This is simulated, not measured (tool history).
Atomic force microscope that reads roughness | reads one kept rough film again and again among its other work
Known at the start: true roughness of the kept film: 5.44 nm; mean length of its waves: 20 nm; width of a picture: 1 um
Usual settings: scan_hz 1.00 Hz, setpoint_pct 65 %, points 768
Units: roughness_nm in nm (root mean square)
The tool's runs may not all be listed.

run,hour,scan_hz,setpoint_pct,points,roughness_nm
1,0.0,1.00,65,768,3.727
2,9.7,1.00,65,768,3.617
3,20.0,1.00,65,768,3.447
4,29.2,1.00,65,468,3.327
5,37.7,1.00,65,468,3.266
6,44.0,0.63,65,768,3.205
7,50.8,0.63,65,768,3.126
8,56.6,0.63,71,648,3.081
9,66.6,0.63,71,648,2.982
10,74.4,0.96,65,561,2.902
11,82.3,2.07,73,524,2.731
12,92.2,1.00,60,357,2.730
13,100.1,1.00,60,357,2.694
14,110.3,1.00,60,357,2.624

Hidden state or all else? Some run-to-run changes of roughness_nm, split into what the settings, what came in and random variation would give without the hidden state, and what is left for the hidden state (with any gauge scatter that isn't in both results):
The hidden state here: radius of the tip, nm; height scale over the true one, %; drift of the gauge itself on roughness_nm, %.
Run 1 -> 2: no setting changed, nothing entered. roughness_nm -0.110 nm (root mean square): hidden state -0.133, all else +0.023.
Run 10 -> 11: scan_hz 0.96 -> 2.07, setpoint_pct 65 -> 73, points 561 -> 524. roughness_nm -0.171 nm (root mean square): hidden state -0.007, all else -0.164.
